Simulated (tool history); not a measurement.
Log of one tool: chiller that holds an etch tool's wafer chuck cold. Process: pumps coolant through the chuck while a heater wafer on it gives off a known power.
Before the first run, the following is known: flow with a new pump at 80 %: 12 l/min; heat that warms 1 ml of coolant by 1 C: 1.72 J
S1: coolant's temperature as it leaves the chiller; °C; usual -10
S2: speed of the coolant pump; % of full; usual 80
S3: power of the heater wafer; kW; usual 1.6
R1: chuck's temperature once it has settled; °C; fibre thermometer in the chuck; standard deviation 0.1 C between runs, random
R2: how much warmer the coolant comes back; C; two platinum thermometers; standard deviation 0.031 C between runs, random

run,hour,S1,S2,S3,R1,R2
1,0,-10,80,1.6,2.7,4.67
2,233.1,-10,80,0.916,-2.8,2.66
3,452.6,-10,80,0.916,-2.8,2.7
4,570.8,-10,80,0.916,-2.7,2.66
5,696.9,-10,80,0.916,-2.7,2.68
# hour 824.5: chiller's thermometer calibrated
6,902.5,-10,80,0.916,-2.5,2.65
7,1079.3,-10,84,0.916,-3,2.53
8,1215.6,-10,84,0.916,-2.9,2.57
# hour 1325.4: coolant changed, channels flushed
9,1417.7,-10,84,0.916,-3.1,2.55
10,1525.2,-10,80,2.136,7.1,6.23
11,1744.7,-10,80,2.136,7,6.28
12,1838.1,-18,80,2.136,-1.2,6.24
13,1997.9,-18,80,2.136,-1,6.23
14,2103,-18,80,2.136,-1,6.24
15,2286.4,-18,80,2.136,-1.1,6.21
16,2515.7,-18,80,2.136,-1,6.27
17,2652,-18,80,2.136,-1,6.23
18,2816.1,-18,91,1.6,-6.4,4.05
19,2923.1,-6,89,1.099,2.4,2.86
20,3040.5,-20,74,1.6,-6.6,5.14
21,3223.8,-18,79,1.6,-5,4.71
22,3333.2,-17,95,1.6,-5.6,3.9
23,3508.1,-17,95,1.754,-4.5,4.3
24,3735.9,-11,82,1.754,2.7,4.98
25,3902.1,-11,80,1.03,-2.8,3
26,4017.6,-6,68,1.248,5,4.37
27,4144.2,-7,70,0.963,1.4,3.22
# hour 4272.3: coolant pump overhauled
28,4307.9,-11,74,1.166,-1.4,3.69
29,4517.4,-11,74,1.166,-1.3,3.68
30,4705.5,-17,95,1.544,-6.1,3.68
31,4816.9,-17,81,0.812,-10.5,2.33

What if the next run were any one of these 4? Each begins from the tool's condition after run 31:
A,4911.8,-17,61,1.383,?,?
B,4911.8,-4,86,0.812,?,?
C,4911.8,-17,70,0.892,?,?
D,4911.8,-3,61,2.14,?,?

run,R1,R2
A,-4,5.39
B,2.2,2.15
C,-9.3,2.97
D,17.1,8.34
Had the tool no hidden state, the same runs would have come out as:
run,R1,R2
A,-4,5.39
B,2.2,2.15
C,-9.3,2.97
D,17.1,8.34
